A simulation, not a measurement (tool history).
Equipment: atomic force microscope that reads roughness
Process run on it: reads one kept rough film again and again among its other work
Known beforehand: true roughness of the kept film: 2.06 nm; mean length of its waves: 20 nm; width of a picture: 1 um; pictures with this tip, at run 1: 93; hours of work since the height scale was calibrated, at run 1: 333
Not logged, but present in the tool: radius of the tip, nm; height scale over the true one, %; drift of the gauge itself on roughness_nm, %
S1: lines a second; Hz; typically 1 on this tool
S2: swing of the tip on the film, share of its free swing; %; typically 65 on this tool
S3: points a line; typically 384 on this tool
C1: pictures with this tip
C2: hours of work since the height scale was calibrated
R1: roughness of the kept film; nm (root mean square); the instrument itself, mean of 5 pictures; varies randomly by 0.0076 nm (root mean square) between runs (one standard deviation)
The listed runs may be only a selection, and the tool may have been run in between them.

run,hour,S1,S2,S3,C1,C2,R1
1,0,1,65,384,93,333,1.176
# hour 17.8: new tip fitted
2,42.3,1,65,384,59,362,1.293
3,63.6,1,65,474,110,377,1.094
# hour 73.3: new tip fitted
4,89,1,65,384,38,395,1.372
5,125.2,1,65,384,126,421,1.007
# hour 128.6: new tip fitted
6,155.6,0.69,65,384,66,442,1.249
# hour 183.1: new tip fitted
7,189.7,0.69,65,384,16,466,1.538
8,222.9,0.69,65,384,96,489,1.161
# hour 237.2: new tip fitted
9,260.3,0.69,68,384,55,515,1.269
10,286.3,1,72,580,118,534,1.019

Estimate the outcome of run 11 from the log above:
# hour 292.8: new tip fitted
11,323.9,1,72,580,75,560,?

{"run 11": {"R1": 1.196}}
Minus the tool's unlogged condition, the same run would have read R1 1.597 nm (root mean square).
